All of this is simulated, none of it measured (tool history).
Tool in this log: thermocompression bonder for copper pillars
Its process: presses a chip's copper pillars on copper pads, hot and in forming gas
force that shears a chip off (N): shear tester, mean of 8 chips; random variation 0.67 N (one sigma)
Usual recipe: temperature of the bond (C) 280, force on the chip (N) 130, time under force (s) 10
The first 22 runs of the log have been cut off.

run,day,temperature of the bond (C),force on the chip (N),time under force (s),force that shears a chip off (N)
23,19.108,289,190,26,80.9
24,19.692,289,190,26,80.0
# day 19.800: forming gas filter changed
25,20.862,289,190,26,80.7
26,21.838,280,92,25,50.3
27,23.117,265,102,7,28.1
28,24.175,291,143,23,67.8
29,25.150,294,132,16,59.7
30,25.683,294,132,16,60.8
31,26.467,294,132,16,60.0
# day 27.117: forming gas filter changed
32,27.446,294,132,16,59.8
33,28.062,294,132,16,61.1
34,28.588,294,132,16,60.3
35,29.192,294,132,16,58.7
36,29.775,304,161,13,67.9
37,30.667,304,161,13,68.5
38,31.692,304,161,13,67.9
39,32.792,267,132,8,37.3

5 ways to go on from here, each from the tool as it stands after run 39. What would each give?
A,33.454,291,172,5,?
B,33.454,280,130,24,?
C,33.454,270,170,7,?
D,33.454,260,172,26,?
E,33.454,267,132,29,?

run,force that shears a chip off (N)
A,46.8
B,60.0
C,42.8
D,62.1
E,57.2
Stripped of hidden state, with their random variation kept, the same runs would have yielded:
run,force that shears a chip off (N)
A,47.0
B,60.3
C,43.0
D,62.4
E,57.4

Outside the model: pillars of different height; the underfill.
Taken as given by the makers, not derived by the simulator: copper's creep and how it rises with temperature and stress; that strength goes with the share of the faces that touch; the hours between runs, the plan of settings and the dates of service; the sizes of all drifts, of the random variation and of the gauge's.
